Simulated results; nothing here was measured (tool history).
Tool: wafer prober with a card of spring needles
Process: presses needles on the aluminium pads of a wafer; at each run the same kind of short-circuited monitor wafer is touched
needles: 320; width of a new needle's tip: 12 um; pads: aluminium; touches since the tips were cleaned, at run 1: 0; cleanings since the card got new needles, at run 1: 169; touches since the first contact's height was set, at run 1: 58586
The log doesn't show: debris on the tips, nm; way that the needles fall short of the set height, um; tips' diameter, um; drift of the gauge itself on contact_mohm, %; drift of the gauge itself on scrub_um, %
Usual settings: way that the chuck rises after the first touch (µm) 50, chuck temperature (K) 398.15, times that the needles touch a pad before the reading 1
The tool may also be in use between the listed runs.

run	day	way that the chuck rises after the first touch (µm)	chuck temperature (K)	times that the needles touch a pad before the reading	touches since the tips were cleaned	cleanings since the card got new needles	touches since the first contact's height was set	resistance of one needle with its contact and lead (mohm)	way that a needle slides on the pad (µm)
1	0.000	50	398.15	1	0	169	58586	188	10.61
# day 0.496: tips cleaned on abrasive film
# day 0.892: tips cleaned on abrasive film
# day 1.388: tips cleaned on abrasive film
# day 1.783: tips cleaned on abrasive film
# day 2.179: tips cleaned on abrasive film
# day 2.488: height of the first contact set anew
# day 2.592: tips cleaned on abrasive film
2	2.825	50	370.15	1	1260	175	1791	183	10.57
# day 3.025: tips cleaned on abrasive film
# day 3.421: tips cleaned on abrasive film
# day 3.917: tips cleaned on abrasive film
# day 4.412: tips cleaned on abrasive film
3	4.412	50	370.15	1	4	179	10284	182	10.58
# day 4.808: tips cleaned on abrasive film
# day 5.304: tips cleaned on abrasive film
# day 5.700: tips cleaned on abrasive film
# day 6.175: tips cleaned on abrasive film
4	6.175	50	346.15	1	0	183	19726	176	10.57
# day 6.671: tips cleaned on abrasive film
# day 7.067: tips cleaned on abrasive film
# day 7.562: tips cleaned on abrasive film
# day 8.058: tips cleaned on abrasive film
# day 8.454: tips cleaned on abrasive film
5	8.521	50	398.15	2	354	188	32285	193	10.54
# day 8.917: tips cleaned on abrasive film
# day 9.412: tips cleaned on abrasive film
# day 9.812: tips cleaned on abrasive film
# day 10.304: tips cleaned on abrasive film
# day 10.800: tips cleaned on abrasive film
# day 11.296: tips cleaned on abrasive film
# day 11.792: tips cleaned on abrasive film
6	11.804	50	398.15	2	75	195	49872	189	10.47
# day 12.204: tips cleaned on abrasive film
# day 12.600: tips cleaned on abrasive film
# day 13.096: tips cleaned on abrasive film
# day 13.592: tips cleaned on abrasive film
# day 14.088: tips cleaned on abrasive film
7	14.192	50	398.15	2	569	200	62652	187	10.54
# day 14.492: tips cleaned on abrasive film
# day 14.888: tips cleaned on abrasive film
# day 15.283: tips cleaned on abrasive film
# day 15.683: tips cleaned on abrasive film
# day 15.988: height of the first contact set anew
8	16.050	50	398.15	2	1921	204	329	189	10.53
# day 16.154: tips cleaned on abrasive film
# day 16.550: tips cleaned on abrasive film
# day 17.046: tips cleaned on abrasive film
# day 17.442: tips cleaned on abrasive film
9	17.692	50	398.15	2	1364	208	9122	188	10.47
# day 17.896: tips cleaned on abrasive film
# day 18.292: tips cleaned on abrasive film
# day 18.788: tips cleaned on abrasive film
# day 19.283: tips cleaned on abrasive film
# day 19.775: tips cleaned on abrasive film
# day 20.271: tips cleaned on abrasive film
# day 20.767: tips cleaned on abrasive film
# day 21.262: tips cleaned on abrasive film
10	21.333	50	398.15	2	375	216	28599	189	10.48
# day 21.729: tips cleaned on abrasive film
# day 22.225: tips cleaned on abrasive film
# day 22.621: tips cleaned on abrasive film
# day 23.017: tips cleaned on abrasive film
# day 23.467: tips cleaned on abrasive film
11	23.467	50	398.15	1	0	221	40029	187	10.47
# day 23.867: tips cleaned on abrasive film
# day 24.358: tips cleaned on abrasive film
# day 24.854: tips cleaned on abrasive film
# day 25.350: tips cleaned on abrasive film
# day 25.746: tips cleaned on abrasive film
12	25.879	46	347.15	1	710	226	52944	179	9.66
# day 26.179: tips cleaned on abrasive film
# day 26.671: tips cleaned on abrasive film
# day 27.071: tips cleaned on abrasive film
# day 27.467: tips cleaned on abrasive film
13	27.854	46	335.15	1	2095	230	63529	174	9.61
# day 27.958: tips cleaned on abrasive film
# day 28.354: tips cleaned on abrasive film
# day 28.850: tips cleaned on abrasive film
# day 29.346: tips cleaned on abrasive film
# day 29.454: height of the first contact set anew
14	29.692	35	308.15	1	1803	234	1273	174	7.29
# day 29.792: tips cleaned on abrasive film
# day 30.288: tips cleaned on abrasive film
# day 30.783: tips cleaned on abrasive film
# day 31.179: tips cleaned on abrasive film
# day 31.675: tips cleaned on abrasive film
15	31.796	62	398.15	2	655	239	12540	187	12.88
# day 32.096: tips cleaned on abrasive film
# day 32.592: tips cleaned on abrasive film
# day 33.083: tips cleaned on abrasive film
# day 33.579: tips cleaned on abrasive film
# day 33.979: tips cleaned on abrasive film
# day 34.375: tips cleaned on abrasive film
# day 34.871: tips cleaned on abrasive film
16	34.938	62	330.15	2	376	246	29367	174	12.87
# day 35.338: tips cleaned on abrasive film
# day 35.733: tips cleaned on abrasive film
# day 36.129: tips cleaned on abrasive film
# day 36.625: tips cleaned on abrasive film
17	36.979	50	347.15	2	1913	250	40301	175	10.37
# day 37.083: tips cleaned on abrasive film
# day 37.479: tips cleaned on abrasive film
# day 37.975: tips cleaned on abrasive film
# day 38.371: tips cleaned on abrasive film
# day 38.867: tips cleaned on abrasive film
18	39.033	50	347.15	2	896	255	51280	180	10.39
# day 39.329: tips cleaned on abrasive film
# day 39.825: tips cleaned on abrasive film
# day 40.321: tips cleaned on abrasive film
# day 40.717: tips cleaned on abrasive film
# day 41.212: tips cleaned on abrasive film
# day 41.708: tips cleaned on abrasive film
19	41.862	50	398.15	2	820	261	66429	188	10.40
# day 42.158: tips cleaned on abrasive film
# day 42.558: tips cleaned on abrasive film
# day 42.962: height of the first contact set anew
# day 43.062: tips cleaned on abrasive film
# day 43.488: tips cleaned on abrasive film
20	43.488	38	398.15	1	0	265	2788	192	7.87
# day 43.979: tips cleaned on abrasive film
# day 44.475: tips cleaned on abrasive film
# day 44.875: tips cleaned on abrasive film
# day 45.367: tips cleaned on abrasive film
21	45.667	43	310.15	1	1609	269	14478	173	8.88
# day 45.767: tips cleaned on abrasive film
# day 46.262: tips cleaned on abrasive film
# day 46.658: tips cleaned on abrasive film
# day 47.154: tips cleaned on abrasive film
# day 47.550: tips cleaned on abrasive film
# day 47.746: gauge calibrated
# day 47.946: tips cleaned on abrasive film
# day 48.442: tips cleaned on abrasive film
# day 48.838: tips cleaned on abrasive film
22	48.842	66	310.15	1	4	277	31448	169	13.90

4 ways to go on from here, each from the tool as it stands after run 22. What would each give?
# day 49.238: tips cleaned on abrasive film
# day 49.733: tips cleaned on abrasive film
# day 50.129: tips cleaned on abrasive film
# day 50.525: tips cleaned on abrasive film
# day 51.021: tips cleaned on abrasive film
# day 51.517: tips cleaned on abrasive film
A	51.600	31	307.15	1	451	283	46226	?	?
# day 49.238: tips cleaned on abrasive film
# day 49.733: tips cleaned on abrasive film
# day 50.129: tips cleaned on abrasive film
# day 50.525: tips cleaned on abrasive film
# day 51.021: tips cleaned on abrasive film
# day 51.517: tips cleaned on abrasive film
B	51.600	50	314.15	1	451	283	46226	?	?
# day 49.238: tips cleaned on abrasive film
# day 49.733: tips cleaned on abrasive film
# day 50.129: tips cleaned on abrasive film
# day 50.525: tips cleaned on abrasive film
# day 51.021: tips cleaned on abrasive film
# day 51.517: tips cleaned on abrasive film
C	51.600	34	339.15	1	451	283	46226	?	?
# day 49.238: tips cleaned on abrasive film
# day 49.733: tips cleaned on abrasive film
# day 50.129: tips cleaned on abrasive film
# day 50.525: tips cleaned on abrasive film
# day 51.021: tips cleaned on abrasive film
# day 51.517: tips cleaned on abrasive film
D	51.600	66	303.15	1	451	283	46226	?	?

run	resistance of one needle with its contact and lead (mohm)	way that a needle slides on the pad (µm)
A	177	6.55
B	173	10.52
C	183	7.14
D	170	13.92
Without the tool's hidden state the same runs would have given:
run	resistance of one needle with its contact and lead (mohm)	way that a needle slides on the pad (µm)
A	177	6.57
B	173	10.55
C	183	7.16
D	170	13.95

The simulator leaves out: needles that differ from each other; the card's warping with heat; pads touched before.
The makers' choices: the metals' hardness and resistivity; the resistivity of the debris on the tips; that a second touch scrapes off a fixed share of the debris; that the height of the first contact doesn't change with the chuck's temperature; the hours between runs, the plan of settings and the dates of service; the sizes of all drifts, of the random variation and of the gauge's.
